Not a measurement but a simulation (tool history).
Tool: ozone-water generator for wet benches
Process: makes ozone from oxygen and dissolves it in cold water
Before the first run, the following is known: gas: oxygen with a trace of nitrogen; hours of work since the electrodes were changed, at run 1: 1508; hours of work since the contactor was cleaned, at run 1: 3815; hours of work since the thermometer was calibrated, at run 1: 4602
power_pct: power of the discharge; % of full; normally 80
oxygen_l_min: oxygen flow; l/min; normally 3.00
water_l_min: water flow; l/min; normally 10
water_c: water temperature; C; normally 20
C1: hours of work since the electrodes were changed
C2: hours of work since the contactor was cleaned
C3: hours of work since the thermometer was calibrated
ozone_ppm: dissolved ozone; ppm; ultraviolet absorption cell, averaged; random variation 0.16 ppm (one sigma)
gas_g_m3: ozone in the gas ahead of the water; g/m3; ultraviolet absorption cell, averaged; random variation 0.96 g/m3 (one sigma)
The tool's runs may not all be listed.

{"run": 1, "day": 0.0, "power_pct": 80, "oxygen_l_min": 3.0, "water_l_min": 10, "water_c": 20, "C1": 1508, "C2": 3815, "C3": 4602, "ozone_ppm": 21.1, "gas_g_m3": 162.1}
{"day": 1.204, "done": "water thermometer calibrated"}
{"run": 2, "day": 6.542, "power_pct": 80, "oxygen_l_min": 3.0, "water_l_min": 10, "water_c": 20, "C1": 1656, "C2": 3963, "C3": 121, "ozone_ppm": 20.8, "gas_g_m3": 162.7}
{"run": 3, "day": 14.225, "power_pct": 80, "oxygen_l_min": 3.0, "water_l_min": 10, "water_c": 20, "C1": 1830, "C2": 4137, "C3": 295, "ozone_ppm": 21.2, "gas_g_m3": 162.4}
{"run": 4, "day": 20.442, "power_pct": 79, "oxygen_l_min": 3.0, "water_l_min": 10, "water_c": 20, "C1": 1970, "C2": 4277, "C3": 435, "ozone_ppm": 20.7, "gas_g_m3": 162.1}
{"run": 5, "day": 25.783, "power_pct": 79, "oxygen_l_min": 3.0, "water_l_min": 10, "water_c": 20, "C1": 2091, "C2": 4398, "C3": 556, "ozone_ppm": 20.6, "gas_g_m3": 161.1}
{"run": 6, "day": 32.775, "power_pct": 79, "oxygen_l_min": 3.0, "water_l_min": 10, "water_c": 20, "C1": 2249, "C2": 4556, "C3": 714, "ozone_ppm": 20.9, "gas_g_m3": 161.0}
{"run": 7, "day": 39.583, "power_pct": 80, "oxygen_l_min": 3.0, "water_l_min": 12, "water_c": 20, "C1": 2403, "C2": 4711, "C3": 868, "ozone_ppm": 18.4, "gas_g_m3": 162.4}
{"run": 8, "day": 46.079, "power_pct": 80, "oxygen_l_min": 3.0, "water_l_min": 12, "water_c": 20, "C1": 2551, "C2": 4858, "C3": 1016, "ozone_ppm": 18.1, "gas_g_m3": 164.4}
{"run": 9, "day": 52.525, "power_pct": 80, "oxygen_l_min": 3.0, "water_l_min": 12, "water_c": 20, "C1": 2696, "C2": 5003, "C3": 1161, "ozone_ppm": 18.1, "gas_g_m3": 164.3}
{"run": 10, "day": 56.017, "power_pct": 47, "oxygen_l_min": 3.0, "water_l_min": 10, "water_c": 20, "C1": 2775, "C2": 5082, "C3": 1240, "ozone_ppm": 13.9, "gas_g_m3": 109.6}
{"run": 11, "day": 60.2, "power_pct": 47, "oxygen_l_min": 3.0, "water_l_min": 10, "water_c": 20, "C1": 2870, "C2": 5177, "C3": 1335, "ozone_ppm": 14.1, "gas_g_m3": 109.4}
{"run": 12, "day": 66.475, "power_pct": 46, "oxygen_l_min": 3.0, "water_l_min": 10, "water_c": 20, "C1": 3012, "C2": 5319, "C3": 1477, "ozone_ppm": 13.8, "gas_g_m3": 108.2}
{"day": 71.921, "done": "contactor cleaned"}
{"run": 13, "day": 74.075, "power_pct": 80, "oxygen_l_min": 3.05, "water_l_min": 10, "water_c": 20, "C1": 3180, "C2": 49, "C3": 1645, "ozone_ppm": 21.0, "gas_g_m3": 163.5}
{"run": 14, "day": 82.758, "power_pct": 80, "oxygen_l_min": 3.05, "water_l_min": 10, "water_c": 20, "C1": 3377, "C2": 245, "C3": 1842, "ozone_ppm": 21.2, "gas_g_m3": 164.2}
{"run": 15, "day": 89.2, "power_pct": 80, "oxygen_l_min": 2.92, "water_l_min": 10, "water_c": 20, "C1": 3523, "C2": 391, "C3": 1988, "ozone_ppm": 21.2, "gas_g_m3": 166.3}
{"run": 16, "day": 96.292, "power_pct": 80, "oxygen_l_min": 1.69, "water_l_min": 10, "water_c": 20, "C1": 3683, "C2": 551, "C3": 2148, "ozone_ppm": 21.3, "gas_g_m3": 233.6}
{"run": 17, "day": 103.942, "power_pct": 87, "oxygen_l_min": 1.69, "water_l_min": 10, "water_c": 20, "C1": 3856, "C2": 725, "C3": 2321, "ozone_ppm": 22.9, "gas_g_m3": 251.0}

What does the tool deliver on the next run?
{"run": 18, "day": 111.121, "power_pct": 87, "oxygen_l_min": 2.4, "water_l_min": 10, "water_c": 14, "C1": 4019, "C2": 887, "C3": 2484, "ozone_ppm": "?", "gas_g_m3": "?"}

Run 18 produced ozone_ppm 24.7 ppm, gas_g_m3 204.0 g/m3.
If the tool had no hidden condition, the same run with the same run-to-run variation would have returned ozone_ppm 24.7 ppm, gas_g_m3 199.9 g/m3.

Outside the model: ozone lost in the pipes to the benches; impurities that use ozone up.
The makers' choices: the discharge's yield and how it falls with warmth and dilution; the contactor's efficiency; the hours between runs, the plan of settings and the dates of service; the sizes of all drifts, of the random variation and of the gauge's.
